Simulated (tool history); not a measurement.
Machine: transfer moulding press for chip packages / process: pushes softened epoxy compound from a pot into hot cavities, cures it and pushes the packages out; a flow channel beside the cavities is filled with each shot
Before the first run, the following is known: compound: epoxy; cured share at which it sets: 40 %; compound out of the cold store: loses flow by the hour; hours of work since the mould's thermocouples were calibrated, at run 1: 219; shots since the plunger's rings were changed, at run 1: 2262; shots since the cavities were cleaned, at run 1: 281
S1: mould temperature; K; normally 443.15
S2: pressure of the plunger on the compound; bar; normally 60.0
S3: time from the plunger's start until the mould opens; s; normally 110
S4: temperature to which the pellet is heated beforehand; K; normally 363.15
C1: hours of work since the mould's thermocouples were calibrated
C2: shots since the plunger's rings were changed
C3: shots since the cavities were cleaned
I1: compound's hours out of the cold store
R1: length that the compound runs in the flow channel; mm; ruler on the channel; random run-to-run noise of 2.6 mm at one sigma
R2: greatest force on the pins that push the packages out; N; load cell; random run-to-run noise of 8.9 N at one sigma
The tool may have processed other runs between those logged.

run,hour,S1,S2,S3,S4,C1,C2,C3,I1,R1,R2
1,0.0,443.15,60.0,110,363.15,219,2262,281,13.0,727,479
2,23.3,443.15,60.0,110,363.15,230,2454,473,23.7,687,540
3,54.0,443.15,60.0,110,363.15,244,2709,728,23.6,680,592
# hour 61.5: plunger's sealing rings changed
4,71.6,443.15,60.0,110,363.15,251,84,853,29.5,696,591
# hour 95.8: cavities cleaned with cleaning compound and waxed
5,95.8,443.15,60.0,110,363.15,262,271,0,44.0,651,389
6,126.9,443.15,60.0,110,363.15,277,528,257,37.2,670,496
7,149.6,443.15,60.0,110,363.15,287,716,445,27.9,697,540
8,172.9,443.15,60.0,110,363.15,298,909,638,26.5,699,587
9,198.7,443.15,54.1,110,363.15,311,1123,852,32.1,642,620
10,219.3,442.15,60.0,110,363.15,320,1293,1022,17.4,725,677
# hour 223.5: cavities cleaned with cleaning compound and waxed
11,247.2,448.15,60.0,110,363.15,333,1511,196,13.8,721,464
12,274.8,448.15,60.0,110,363.15,346,1740,425,17.7,697,512
# hour 279.4: mould's thermocouples calibrated
13,303.9,443.15,60.0,110,359.15,12,1964,649,27.8,681,582
14,324.7,445.15,60.0,110,353.15,21,2136,821,13.7,721,598
15,343.7,443.15,61.8,110,355.15,30,2293,978,35.1,661,643
# hour 354.6: cavities cleaned with cleaning compound and waxed
16,361.7,443.15,61.8,110,355.15,38,2429,58,14.8,730,413
17,382.6,443.15,60.0,133,355.15,48,2602,231,32.9,658,460
# hour 403.7: plunger's sealing rings changed
18,403.7,443.15,60.0,133,355.15,57,0,385,21.2,733,495
19,425.1,441.15,60.0,121,363.15,67,177,562,11.9,769,585
20,446.6,441.15,60.0,121,363.15,77,355,740,23.1,724,595
21,465.0,451.15,55.0,121,363.15,86,507,892,36.1,622,605
# hour 484.3: cavities cleaned with cleaning compound and waxed
22,485.2,451.15,55.9,121,363.15,95,662,7,43.0,609,370
23,514.8,451.15,55.9,121,363.15,109,907,252,9.5,708,452
24,542.5,443.15,60.0,110,358.15,122,1136,481,44.9,642,550
25,561.2,443.15,47.4,110,354.15,131,1290,635,47.7,557,581

Hidden state at the last listed run before each entry between runs and at the first one after, where it differs:
Logged between run 3 and run 4: plunger's sealing rings changed (hour 61.5)
  true mould temperature over the reading, C: 0.42 -> 0.43; pressure that reaches the compound, % of what is set: 89.45 -> 98.93; grip of the stained cavities, % over clean ones': 50.7 -> 56.7
  measured result minus the result with no hidden state, R1: -41 -> -5 mm; R2: +197 -> +210 N
Logged between run 4 and run 5: cavities cleaned with cleaning compound and waxed (hour 95.8)
  true mould temperature over the reading, C: 0.43 -> 0.46; pressure that reaches the compound, % of what is set: 98.93 -> 98.27; grip of the stained cavities, % over clean ones': 56.7 -> 1.1
  measured result minus the result with no hidden state, R1: -5 -> -7 mm; R2: +210 -> +0 N
Logged between run 10 and run 11: cavities cleaned with cleaning compound and waxed (hour 223.5)
  true mould temperature over the reading, C: 0.57 -> 0.6; pressure that reaches the compound, % of what is set: 94.7 -> 93.94; grip of the stained cavities, % over clean ones': 65.2 -> 20.5
  measured result minus the result with no hidden state, R1: -22 -> -25 mm; R2: +258 -> +77 N
Logged between run 12 and run 13: mould's thermocouples calibrated (hour 279.4)
  true mould temperature over the reading, C: 0.63 -> 0.09; pressure that reaches the compound, % of what is set: 93.12 -> 92.3; grip of the stained cavities, % over clean ones': 36.8 -> 48.9
  measured result minus the result with no hidden state, R1: -27 -> -28 mm; R2: +139 -> +193 N
Logged between run 15 and run 16: cavities cleaned with cleaning compound and waxed (hour 354.6)
  true mould temperature over the reading, C: 0.12 -> 0.14; pressure that reaches the compound, % of what is set: 91.13 -> 90.66; grip of the stained cavities, % over clean ones': 63.7 -> 6.5
  measured result minus the result with no hidden state, R1: -32 -> -37 mm; R2: +251 -> +24 N
Logged between run 17 and run 18: plunger's sealing rings changed (hour 403.7)
  true mould temperature over the reading, C: 0.16 -> 0.18; pressure that reaches the compound, % of what is set: 90.1 -> 99.54; grip of the stained cavities, % over clean ones': 21.9 -> 32.5
  measured result minus the result with no hidden state, R1: -36 -> -2 mm; R2: +82 -> +122 N
Logged between run 21 and run 22: cavities cleaned with cleaning compound and waxed (hour 484.3)
  true mould temperature over the reading, C: 0.24 -> 0.26; pressure that reaches the compound, % of what is set: 97.8 -> 97.27; grip of the stained cavities, % over clean ones': 60.3 -> 1.7
  measured result minus the result with no hidden state, R1: -7 -> -9 mm; R2: +228 -> +7 N
